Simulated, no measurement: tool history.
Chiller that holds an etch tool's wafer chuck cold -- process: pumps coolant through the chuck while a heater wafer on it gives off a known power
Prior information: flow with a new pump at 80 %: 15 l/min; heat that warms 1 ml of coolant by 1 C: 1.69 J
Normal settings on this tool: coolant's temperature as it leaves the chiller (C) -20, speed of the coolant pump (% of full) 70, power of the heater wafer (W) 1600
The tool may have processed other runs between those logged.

run	hour	coolant's temperature as it leaves the chiller (C)	speed of the coolant pump (% of full)	power of the heater wafer (W)	chuck's temperature once it has settled (C)	how much warmer the coolant comes back (C)
1	0.0	-20	70	1600	-2.8	4.40
2	22.1	-20	70	1600	-2.9	4.38
3	47.9	-20	70	1600	-2.8	4.38
4	62.5	-20	70	1600	-2.7	4.41
5	79.4	-20	70	1376	-5.1	3.82
6	107.0	-20	70	1376	-5.1	3.81
7	133.7	-13	70	1600	4.2	4.41
8	168.1	-13	70	1063	-1.5	2.93
9	185.2	-20	70	1600	-2.7	4.43
10	220.6	-20	86	1600	-4.2	3.61
11	247.8	-20	86	1600	-4.4	3.62
12	270.1	-20	70	1600	-2.6	4.42
13	296.2	-20	70	1600	-2.6	4.38
14	331.0	-20	70	1600	-2.5	4.48
15	358.0	-20	70	1600	-2.5	4.42
16	375.9	-20	70	1600	-2.4	4.45
17	408.3	-22	96	1286	-9.9	2.58
18	431.5	-22	96	1286	-10.0	2.60
19	465.5	-22	96	1286	-10.0	2.58
20	495.3	-29	67	1294	-14.4	3.75
21	511.4	-24	88	977	-14.3	2.14
22	530.4	-16	80	2250	7.1	5.51
23	563.2	-16	80	2250	7.3	5.49
24	581.2	-16	80	2353	8.2	5.74
25	612.7	-13	63	1600	5.5	4.94
26	640.1	-13	63	1600	5.5	4.95
27	672.2	-13	63	1600	5.8	4.98
28	689.2	-22	87	1092	-11.1	2.42
29	725.7	-28	87	2095	-7.3	4.66
30	750.5	-28	87	2095	-7.0	4.69

Run 31 has not been measured yet. What should we expect?
31	779.2	-28	87	2095	?	?

chuck's temperature once it has settled (C): -7.1
how much warmer the coolant comes back (C): 4.66
With the hidden condition absent and the run-to-run variation left alone, this run would have shown chuck's temperature once it has settled (C) -11.6, how much warmer the coolant comes back (C) 4.52.
